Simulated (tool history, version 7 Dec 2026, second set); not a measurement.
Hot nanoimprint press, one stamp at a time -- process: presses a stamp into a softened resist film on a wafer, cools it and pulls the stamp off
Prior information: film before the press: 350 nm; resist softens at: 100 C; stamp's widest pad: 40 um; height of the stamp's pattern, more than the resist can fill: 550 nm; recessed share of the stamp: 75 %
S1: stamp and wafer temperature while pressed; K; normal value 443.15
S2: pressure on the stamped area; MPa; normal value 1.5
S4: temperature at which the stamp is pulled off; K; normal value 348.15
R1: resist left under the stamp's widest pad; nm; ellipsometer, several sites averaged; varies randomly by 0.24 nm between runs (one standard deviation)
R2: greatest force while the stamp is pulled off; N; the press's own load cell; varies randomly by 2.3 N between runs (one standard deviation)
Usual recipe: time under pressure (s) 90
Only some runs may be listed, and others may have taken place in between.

Run 1, hour 0: usual settings. Result: R1 143.5 nm, R2 184 N.
Run 2, hour 55.9: usual settings but S1 437.15 K. Result: R1 182.2 nm, R2 197 N.
At hour 86.4: press's hydraulic seals changed and the load cell set to zero.
Run 3, hour 129.1: usual settings but S1 437.15 K. Result: R1 181 nm, R2 206 N.
Run 4, hour 157.5: usual settings but S1 437.15 K. Result: R1 181.9 nm, R2 207 N.
Run 5, hour 206.6: usual settings but S1 437.15 K. Result: R1 181.9 nm, R2 225 N.
At hour 229: stamp cleaned and given a new release coat.
Run 6, hour 245.6: usual settings but S1 437.15 K. Result: R1 182.1 nm, R2 185 N.
At hour 252.3: plate thermocouple calibrated.
Run 7, hour 294.5: usual settings but S1 437.15 K, S2 1.03 MPa. Result: R1 213 nm, R2 192 N.
Run 8, hour 354.9: usual settings. Result: R1 146 nm, R2 212 N.
Run 9, hour 404.7: usual settings but S2 1.6 MPa. Result: R1 142.3 nm, R2 213 N.
Run 10, hour 438.9: usual settings. Result: R1 146.8 nm, R2 223 N.
At hour 467: stamp cleaned and given a new release coat.
Run 11, hour 512.3: usual settings. Result: R1 147.3 nm, R2 195 N.
Run 12, hour 568.1: usual settings. Result: R1 147.4 nm, R2 208 N.
Run 13, hour 597.4: usual settings. Result: R1 148.5 nm, R2 211 N.
Run 14, hour 634: usual settings but S2 1 MPa, time under pressure (s) 45. Result: R1 221.9 nm, R2 219 N.
At hour 648.9: plate thermocouple calibrated, once more.
At hour 702.4: stamp cleaned and given a new release coat.
Run 15, hour 709.3: usual settings but S1 436.15 K, S2 2.02 MPa, time under pressure (s) 154, S4 343.15 K. Result: R1 134.9 nm, R2 206 N.
Run 16, hour 765.2: usual settings but S1 436.15 K, S2 2.02 MPa, time under pressure (s) 154, S4 343.15 K. Result: R1 135.5 nm, R2 219 N.
Run 17, hour 822.4: usual settings but S1 433.15 K, S2 1.17 MPa. Result: R1 229.9 nm, R2 204 N.
Run 18, hour 890.9: usual settings but S1 433.15 K, S2 1.17 MPa. Result: R1 231.1 nm, R2 215 N.
At hour 920: press's hydraulic seals changed and the load cell set to zero.
At hour 945.5: stamp cleaned and given a new release coat.
Run 19, hour 958: usual settings but S2 2.33 MPa. Result: R1 116.1 nm, R2 188 N.
Run 20, hour 1025.3: usual settings but S1 433.15 K, S2 1.84 MPa, time under pressure (s) 46, S4 341.15 K. Result: R1 238 nm, R2 232 N.
Run 21, hour 1056.6: usual settings but S1 454.15 K, S2 1.84 MPa, time under pressure (s) 50, S4 340.15 K. Result: R1 109.2 nm, R2 242 N.
At hour 1086.1: plate thermocouple calibrated.
Run 22, hour 1113.8: usual settings but S1 432.15 K, S2 0.99 MPa, time under pressure (s) 70, S4 340.15 K. Result: R1 261.7 nm, R2 252 N.
Run 23, hour 1151.7: usual settings but S1 432.15 K, S2 0.99 MPa, time under pressure (s) 70, S4 340.15 K. Result: R1 262.4 nm, R2 259 N.

Results per run with the tool's hidden condition removed, run-to-run variation unchanged:
What the log doesn't record here: true temperature over the reading, C; pressure that arrives at the usual setting, %; grip of the stamp's worn release coat, % over a new coat's; drift of the gauge itself on residual_nm, %; drift of the gauge itself on pull_off_n, %.
run     R1   R2
  1  140.9  182
  2  178.5  185
  3  178.7  183
  4  179.2  181
  5  178.7  189
  6  178.5  180
  7  207.7  179
  8  141.1  188
  9    137  181
 10  141.1  185
 11    141  183
 12  140.5  186
 13  141.3  184
 14  213.7  186
 15  132.8  204
 16  132.9  207
 17  226.8  184
 18  227.3  183
 19  113.8  184
 20  233.9  215
 21  106.7  219
 22  261.2  221
 23  261.6  221
